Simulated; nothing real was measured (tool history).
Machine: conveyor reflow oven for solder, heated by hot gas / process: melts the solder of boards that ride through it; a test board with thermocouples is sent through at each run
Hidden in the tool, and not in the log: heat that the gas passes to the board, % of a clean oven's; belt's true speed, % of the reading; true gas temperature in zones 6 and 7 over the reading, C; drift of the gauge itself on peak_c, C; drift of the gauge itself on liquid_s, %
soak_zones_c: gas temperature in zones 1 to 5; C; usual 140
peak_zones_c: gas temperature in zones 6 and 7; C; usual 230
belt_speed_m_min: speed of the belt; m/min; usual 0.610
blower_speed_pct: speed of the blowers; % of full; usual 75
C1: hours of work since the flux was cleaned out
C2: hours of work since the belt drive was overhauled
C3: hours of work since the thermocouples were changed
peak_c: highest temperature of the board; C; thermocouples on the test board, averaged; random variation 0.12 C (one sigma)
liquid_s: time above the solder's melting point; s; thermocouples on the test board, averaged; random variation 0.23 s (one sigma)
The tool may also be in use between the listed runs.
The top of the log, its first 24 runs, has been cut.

{"run": 25, "day": 10.725, "soak_zones_c": 140, "peak_zones_c": 242, "belt_speed_m_min": 0.61, "blower_speed_pct": 75, "C1": 41, "C2": 210, "C3": 619, "peak_c": 227.4, "liquid_s": 58.4}
{"run": 26, "day": 11.208, "soak_zones_c": 140, "peak_zones_c": 242, "belt_speed_m_min": 0.543, "blower_speed_pct": 75, "C1": 49, "C2": 218, "C3": 626, "peak_c": 230.9, "liquid_s": 67.7}
{"run": 27, "day": 11.671, "soak_zones_c": 146, "peak_zones_c": 242, "belt_speed_m_min": 0.652, "blower_speed_pct": 89, "C1": 56, "C2": 226, "C3": 634, "peak_c": 228.4, "liquid_s": 57.1}
{"run": 28, "day": 11.925, "soak_zones_c": 146, "peak_zones_c": 242, "belt_speed_m_min": 0.652, "blower_speed_pct": 89, "C1": 60, "C2": 230, "C3": 638, "peak_c": 228.0, "liquid_s": 57.0}
{"run": 29, "day": 12.321, "soak_zones_c": 135, "peak_zones_c": 230, "belt_speed_m_min": 0.61, "blower_speed_pct": 75, "C1": 67, "C2": 236, "C3": 645, "peak_c": 215.5, "liquid_s": 49.8}
{"run": 30, "day": 12.592, "soak_zones_c": 135, "peak_zones_c": 230, "belt_speed_m_min": 0.61, "blower_speed_pct": 75, "C1": 71, "C2": 241, "C3": 649, "peak_c": 215.6, "liquid_s": 49.9}
{"run": 31, "day": 13.1, "soak_zones_c": 128, "peak_zones_c": 230, "belt_speed_m_min": 0.62, "blower_speed_pct": 75, "C1": 80, "C2": 249, "C3": 657, "peak_c": 213.8, "liquid_s": 45.8}
{"run": 32, "day": 13.633, "soak_zones_c": 141, "peak_zones_c": 230, "belt_speed_m_min": 0.644, "blower_speed_pct": 75, "C1": 88, "C2": 258, "C3": 666, "peak_c": 214.9, "liquid_s": 48.3}

Alternative continuations, all from the tool just after run 32; predict every row:
{"run": "A", "day": 14.05, "soak_zones_c": 141, "peak_zones_c": 226, "belt_speed_m_min": 0.52, "blower_speed_pct": 75, "C1": 95, "C2": 265, "C3": 673, "peak_c": "?", "liquid_s": "?"}
{"run": "B", "day": 14.05, "soak_zones_c": 132, "peak_zones_c": 219, "belt_speed_m_min": 0.644, "blower_speed_pct": 83, "C1": 95, "C2": 265, "C3": 673, "peak_c": "?", "liquid_s": "?"}
{"run": "C", "day": 14.05, "soak_zones_c": 141, "peak_zones_c": 230, "belt_speed_m_min": 0.624, "blower_speed_pct": 75, "C1": 95, "C2": 265, "C3": 673, "peak_c": "?", "liquid_s": "?"}

run=A peak_c=217.0 liquid_s=63.7
run=B peak_c=205.2 liquid_s=38.4
run=C peak_c=215.8 liquid_s=50.6
The same runs, with their run-to-run variation unchanged, on a tool lacking any hidden condition would have given:
run=A peak_c=215.8 liquid_s=62.5
run=B peak_c=204.2 liquid_s=37.4
run=C peak_c=214.8 liquid_s=49.7
